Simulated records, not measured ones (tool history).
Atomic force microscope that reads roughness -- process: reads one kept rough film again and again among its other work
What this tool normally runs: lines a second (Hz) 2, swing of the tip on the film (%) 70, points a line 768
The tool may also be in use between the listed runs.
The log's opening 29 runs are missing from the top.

run	hour	lines a second (Hz)	swing of the tip on the film (%)	points a line	roughness of the kept film (nm (root mean square))
30	615.7	2	56	648	3.754
31	636.3	3.88	70	682	3.444
# hour 658.3: new tip fitted
32	662.6	3.38	80	604	4.452
33	680.5	3.38	80	604	4.307
34	702.3	3.38	78	475	4.17
35	732.7	3.38	78	475	3.971
36	752.6	2.5	57	768	4.14
37	778.2	1.86	67	256	3.929
38	799.8	1.86	67	256	3.802
39	818.8	1.86	67	256	3.71
40	847.6	2.32	90	318	3.329
# hour 865.9: new tip fitted
41	866.3	1.33	59	768	4.894
42	892.7	1.33	59	768	4.628
43	918.8	2	90	289	4.066
44	932.8	0.59	67	929	4.351
45	955.9	0.7	63	287	4.177
46	982.8	0.89	82	917	3.941
47	1010	1.43	82	861	3.765
48	1026	1.43	82	861	3.677
49	1052	0.59	66	690	3.698
50	1064.4	0.72	66	342	3.618
# hour 1075.1: new tip fitted
51	1086.4	1.17	79	768	4.689
52	1105	3.15	79	280	4.249

What if the next run were any one of these 5? Each begins from the tool's condition after run 52:
A	1118.6	2	73	768	?
B	1118.6	3.23	75	280	?
C	1118.6	3.15	79	736	?
D	1118.6	0.64	70	768	?
E	1118.6	3.15	86	280	?

run	roughness of the kept film (nm (root mean square))
A	4.414
B	4.203
C	4.218
D	4.503
E	4.034
Take away the tool's hidden state, keep each run's random variation, and the runs would have read:
run	roughness of the kept film (nm (root mean square))
A	4.735
B	4.509
C	4.525
D	4.831
E	4.328
